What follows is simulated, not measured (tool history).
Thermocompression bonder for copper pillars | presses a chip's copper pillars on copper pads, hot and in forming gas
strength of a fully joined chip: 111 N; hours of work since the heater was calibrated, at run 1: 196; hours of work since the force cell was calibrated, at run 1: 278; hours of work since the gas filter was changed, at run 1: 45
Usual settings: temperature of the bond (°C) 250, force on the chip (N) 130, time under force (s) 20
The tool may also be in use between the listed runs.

run   hour  temperature of the bond (°C)  force on the chip (N)  time under force (s)  hours of work since the heater was calibrated  hours of work since the force cell was calibrated  hours of work since the gas filter was changed  force that shears a chip off (N)
  1    0.0                           250                    130                    20                                            196                                                278                                              45                              78.5
  2    5.6                           250                    130                    14                                            200                                                282                                              49                              70.8
  3   13.4                           250                    130                    14                                            206                                                288                                              55                              71.4
  4   18.8                           250                    130                    14                                            210                                                292                                              59                              71.5
  5   25.9                           250                    130                    14                                            215                                                297                                              64                              71.0
  6   30.3                           250                    130                    14                                            218                                                300                                              67                              70.7
  7   38.2                           250                    130                    14                                            224                                                306                                              73                              70.9
  8   42.9                           250                    130                    53                                            227                                                309                                              76                              94.7
  9   53.3                           250                    130                    53                                            235                                                316                                              84                              94.3
 10   58.6                           250                    130                    53                                            238                                                320                                              88                              93.9
 11   63.4                           250                    130                    53                                            242                                                324                                              91                              94.9
 12   68.1                           273                    130                    20                                            245                                                327                                              94                              91.7
 13   74.3                           273                    130                    20                                            250                                                332                                              99                              90.6
 14   85.0                           250                    130                    15                                            257                                                339                                             107                              71.7
 15   89.6                           250                    130                    15                                            261                                                342                                             110                              71.5
 16   99.5                           250                    130                    15                                            268                                                350                                             117                              70.9
 17  105.1                           250                    130                    20                                            272                                                354                                             121                              76.2
 18  112.2                           250                    143                    20                                            277                                                359                                             126                              80.4
 19  118.1                           250                    143                    20                                            281                                                363                                             130                              79.5
 20  122.8                           258                    130                    20                                            284                                                366                                             134                              81.6
     124.2  -- gauge calibrated
 21  127.4                           258                    130                    20                                            288                                                370                                             137                              83.3
 22  133.2                           258                    130                    20                                            292                                                374                                             141                              84.1
 23  139.9                           258                    118                    47                                            297                                                379                                             146                              94.8
 24  147.8                           251                     97                    29                                            302                                                384                                             152                              75.3
 25  153.4                           251                     86                    27                                            306                                                388                                             156                              68.4
 26  158.9                           251                     86                    27                                            310                                                392                                             160                              68.6
 27  169.1                           254                    126                    40                                            318                                                400                                             167                              91.4
 28  176.9                           248                    121                    11                                            323                                                405                                             172                              61.8
 29  187.2                           227                    131                    38                                            331                                                413                                             180                              73.2
 30  194.1                           227                    131                    38                                            336                                                418                                             185                              73.1
 31  201.4                           227                    131                    38                                            341                                                423                                             190                              72.9
 32  208.3                           272                    153                    29                                            346                                                428                                             195                              99.1
 33  217.9                           258                     97                    18                                            353                                                435                                             202                              69.2
     218.6  -- gauge calibrated
 34  224.7                           264                     84                    20                                            358                                                439                                             207                              71.2
 35  234.0                           258                    132                    20                                            364                                                446                                             213                              84.5
 36  242.6                           258                    132                    20                                            370                                                452                                             220                              83.9
 37  247.5                           258                    132                    20                                            374                                                456                                             223                              84.2
 38  257.4                           242                    108                    22                                            381                                                463                                             230                              66.7
 39  267.2                           242                    108                    22                                            388                                                470                                             237                              66.9
 40  277.5                           254                     81                    20                                            395                                                477                                             245                              61.8

The next listed run, before its measurement:
 41  282.5                           264                     81                    56                                            399                                                481                                             248                                 ?

{"run 41": {"force that shears a chip off (N)": 88.5}}
Without the tool's hidden state the same run would have given force that shears a chip off (N) 89.9.
